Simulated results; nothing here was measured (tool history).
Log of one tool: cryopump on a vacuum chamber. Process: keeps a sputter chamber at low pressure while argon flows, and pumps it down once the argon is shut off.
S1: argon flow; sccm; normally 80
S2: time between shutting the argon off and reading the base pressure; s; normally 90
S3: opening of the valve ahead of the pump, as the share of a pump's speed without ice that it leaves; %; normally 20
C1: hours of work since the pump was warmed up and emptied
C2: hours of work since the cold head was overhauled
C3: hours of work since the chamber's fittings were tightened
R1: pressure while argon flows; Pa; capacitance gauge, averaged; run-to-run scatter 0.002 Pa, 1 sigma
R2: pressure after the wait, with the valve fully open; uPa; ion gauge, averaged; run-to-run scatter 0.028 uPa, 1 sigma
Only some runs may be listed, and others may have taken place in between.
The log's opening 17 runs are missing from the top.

run    hour   S1   S2  S3   C1    C2    C3      R1    R2
 18  1566.5   91  192  46  361  1653  1846  0.2635  1.99
 19  1625.6  119   90  20  399  1691  1884  0.7625  2.68
 20  1716.2  143   41  36  458  1749  1943  0.5313  4.17
 21  1823.8  111   90  25  527  1819  2012  0.5918  2.98
 22  1881.6  111   90  25  564  1856  2049  0.5927  3.02
 23  1976.3  111   90  25  625  1917  2110  0.5921  3.11
     2019.1  -- pump warmed up, emptied and cooled again
 24  2102.8   52   25  18   54  1995  2189   0.357   5.7
 25  2232.5   52   25  18  138  2079  2272  0.3628  5.79
 26  2316.5   84   34  29  192  2133  2327  0.3686  4.63
 27  2407.3   95   49  53  250  2192  2385  0.2372     4
 28  2533.4   70   90  20  332  2273  2466  0.4452  3.01
 29  2620.8   70   69  33  388  2329  2523  0.2804  3.56
 30  2693.7   46  100  55  435  2376  2570  0.1173   3.1
 31  2817.3   51  274  41  515  2456  2649  0.1714  2.74
 32  2925.9   80  175  22  585  2526  2719  0.4785  3.08
 33    3018  137   65  20  644  2585  2779  0.8999  4.13

Branching from run 33: 5 alternative next runs. What would each branch give?
     3028.3  -- pump warmed up, emptied and cooled again
  A  3115.4  91   90  15  56  2645  2838   ?   ?
     3028.3  -- pump warmed up, emptied and cooled again
  B  3115.4  55   29  20  56  2645  2838   ?   ?
     3028.3  -- pump warmed up, emptied and cooled again
  C  3115.4  58   95  20  56  2645  2838   ?   ?
     3028.3  -- pump warmed up, emptied and cooled again
  D  3115.4  47  137  20  56  2645  2838   ?   ?
     3028.3  -- pump warmed up, emptied and cooled again
  E  3115.4  78   40  32  56  2645  2838   ?   ?

run      R1    R2
  A  0.7509  3.16
  B  0.3441  5.58
  C  0.3609  3.06
  D  0.2939  2.76
  E   0.307  4.61
The same runs, with their run-to-run variation unchanged, on a tool lacking any hidden condition would have given:
run      R1    R2
  A  0.7437  1.37
  B  0.3397  3.75
  C  0.3563  1.27
  D  0.2902  0.93
  E  0.3009  2.77

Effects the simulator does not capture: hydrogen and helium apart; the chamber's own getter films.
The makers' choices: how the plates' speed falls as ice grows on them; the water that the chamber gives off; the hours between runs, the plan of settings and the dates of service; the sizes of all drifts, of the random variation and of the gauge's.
